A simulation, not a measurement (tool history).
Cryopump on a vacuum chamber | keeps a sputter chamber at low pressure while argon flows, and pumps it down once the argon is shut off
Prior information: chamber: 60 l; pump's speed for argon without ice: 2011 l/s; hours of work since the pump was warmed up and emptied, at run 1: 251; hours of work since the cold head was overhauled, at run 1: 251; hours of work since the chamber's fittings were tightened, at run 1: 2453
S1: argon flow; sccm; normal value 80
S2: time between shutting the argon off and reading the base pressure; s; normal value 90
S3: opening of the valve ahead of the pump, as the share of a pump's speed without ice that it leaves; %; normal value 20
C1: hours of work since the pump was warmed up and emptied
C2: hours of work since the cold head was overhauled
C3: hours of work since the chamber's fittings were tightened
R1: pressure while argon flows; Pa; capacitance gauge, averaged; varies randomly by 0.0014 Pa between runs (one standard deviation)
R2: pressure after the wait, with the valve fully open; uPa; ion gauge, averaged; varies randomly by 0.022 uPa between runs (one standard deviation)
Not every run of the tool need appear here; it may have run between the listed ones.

run,hour,S1,S2,S3,C1,C2,C3,R1,R2
1,0.0,80,90,20,251,251,2453,0.3386,1.21
2,19.8,80,90,20,263,263,2465,0.3404,1.27
3,30.8,80,90,20,269,269,2472,0.3387,1.15
4,50.8,80,65,20,282,282,2484,0.3375,1.36
5,68.1,80,90,20,292,292,2494,0.3381,1.20
6,85.0,80,90,20,302,302,2505,0.3409,1.24
7,97.6,127,90,20,310,310,2512,0.5371,1.23
8,108.6,42,34,22,317,317,2519,0.1630,1.99
9,131.6,42,34,22,331,331,2533,0.1627,1.94
10,143.1,42,34,22,338,338,2540,0.1622,1.92
11,158.1,42,34,22,347,347,2549,0.1628,1.96
12,179.1,80,21,20,360,360,2562,0.3400,2.79
13,200.4,123,53,20,373,373,2575,0.5235,1.53
14,218.2,111,49,20,383,383,2586,0.4729,1.63

Here are 3 independent what-if runs from the current tool condition. What would each one return?
A,235.0,82,266,53,394,394,2596,?,?
B,235.0,45,107,54,394,394,2596,?,?
C,235.0,111,49,53,394,394,2596,?,?

run,R1,R2
A,0.1346,0.94
B,0.0723,1.17
C,0.1819,1.65
Take away the tool's hidden state, keep each run's random variation, and the runs would have read:
run,R1,R2
A,0.1300,0.28
B,0.0698,0.51
C,0.1758,0.99
